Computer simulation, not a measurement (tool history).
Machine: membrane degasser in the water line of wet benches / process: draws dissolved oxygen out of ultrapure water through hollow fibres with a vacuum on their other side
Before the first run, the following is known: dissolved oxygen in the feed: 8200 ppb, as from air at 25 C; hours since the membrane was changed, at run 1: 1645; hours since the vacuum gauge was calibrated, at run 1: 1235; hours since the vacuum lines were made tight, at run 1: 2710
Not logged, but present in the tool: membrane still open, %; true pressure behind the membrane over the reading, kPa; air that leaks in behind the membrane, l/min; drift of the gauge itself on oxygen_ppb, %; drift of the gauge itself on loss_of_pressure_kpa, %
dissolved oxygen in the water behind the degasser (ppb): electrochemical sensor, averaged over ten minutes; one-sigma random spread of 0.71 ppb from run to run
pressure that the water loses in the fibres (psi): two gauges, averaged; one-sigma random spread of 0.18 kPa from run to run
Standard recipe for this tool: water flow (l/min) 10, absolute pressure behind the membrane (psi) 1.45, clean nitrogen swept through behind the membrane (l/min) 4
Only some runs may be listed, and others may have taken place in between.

run      day  water flow (l/min)  absolute pressure behind the membrane (psi)  clean nitrogen swept through behind the membrane (l/min)  hours since the membrane was changed  hours since the vacuum gauge was calibrated  hours since the vacuum lines were made tight  dissolved oxygen in the water behind the degasser (ppb)  pressure that the water loses in the fibres (psi)
  1        0                  10                                         1.45                                                         4                                  1645                                         1235                                          2710                                                     65.9                                              5.092
  2    8.579                  10                                         1.45                                                      3.93                                  1851                                         1441                                          2916                                                     67.8                                              5.095
  3   13.717                  10                                         1.45                                                      3.93                                  1974                                         1564                                          3039                                                     67.3                                              5.153
  4   18.592                  10                                         1.45                                                      3.93                                  2091                                         1681                                          3156                                                     69.8                                              5.133
  5   26.071                  10                                         1.45                                                      5.05                                  2271                                         1861                                          3336                                                       58                                               5.11
  6    34.35                  10                                         1.45                                                      5.05                                  2469                                         2060                                          3534                                                       59                                              5.137
  7   45.404                  10                                         1.45                                                      5.05                                  2735                                         2325                                          3799                                                     60.6                                              5.101
      45.917  -- vacuum gauge calibrated
  8   50.858                  10                                         1.45                                                         4                                  2865                                          119                                          3930                                                     68.2                                              5.176
  9   57.233                  10                                         1.45                                                         4                                  3018                                          272                                          4083                                                     70.1                                              5.134
 10   65.467                  10                                         1.45                                                         4                                  3216                                          469                                          4280                                                     70.4                                              5.147
 11   71.567                  14                                         1.51                                                         4                                  3362                                          616                                          4427                                                    131.5                                              7.213
 12   77.621                  14                                         1.51                                                         4                                  3507                                          761                                          4572                                                    130.3                                              7.188
 13   83.096                  14                                         1.51                                                         4                                  3639                                          892                                          4704                                                    133.2                                              7.175
      86.612  -- vacuum gauge calibrated, once more
 14   91.308                  14                                         1.51                                                         4                                  3835                                          113                                          4900                                                    130.3                                               7.22
 15  101.304                  14                                         1.51                                                         4                                  4075                                          353                                          5140                                                    133.1                                              7.216
 16  106.033                  14                                         1.31                                                      5.71                                  4189                                          466                                          5254                                                    106.2                                              7.211
 17  116.975                  14                                         1.31                                                      5.71                                  4451                                          729                                          5516                                                    107.6                                              7.274
 18  122.908                  14                                         1.31                                                      5.71                                  4594                                          871                                          5659                                                    106.1                                              7.243
 19   133.05                  12                                         1.45                                                     10.24                                  4837                                         1115                                          5902                                                       66                                              6.213
 20    139.7                  12                                         1.45                                                     10.24                                  4997                                         1274                                          6062                                                     67.4                                               6.25

Take each entry between the runs: how does the hidden state at the last listed run before it differ from the hidden state at the first listed run after it?
In the gap between runs 7 and 8: vacuum gauge calibrated (day 45.917)
  membrane still open, %: 98.8 -> 98.7; true pressure behind the membrane over the reading, kPa: 0.08 -> 0.12; air that leaks in behind the membrane, l/min: 0.0139 -> 0.0143
  measured result minus the result with no hidden state, dissolved oxygen in the water behind the degasser (ppb): +3.4 -> +4; pressure that the water loses in the fibres (psi): +0.064 -> +0.067
In the gap between runs 13 and 14: vacuum gauge calibrated, once more (day 86.612)
  membrane still open, %: 98.4 -> 98.3; true pressure behind the membrane over the reading, kPa: 0.17 -> -0.01; air that leaks in behind the membrane, l/min: 0.0166 -> 0.0173
  measured result minus the result with no hidden state, dissolved oxygen in the water behind the degasser (ppb): +8.6 -> +7.3; pressure that the water loses in the fibres (psi): +0.119 -> +0.125
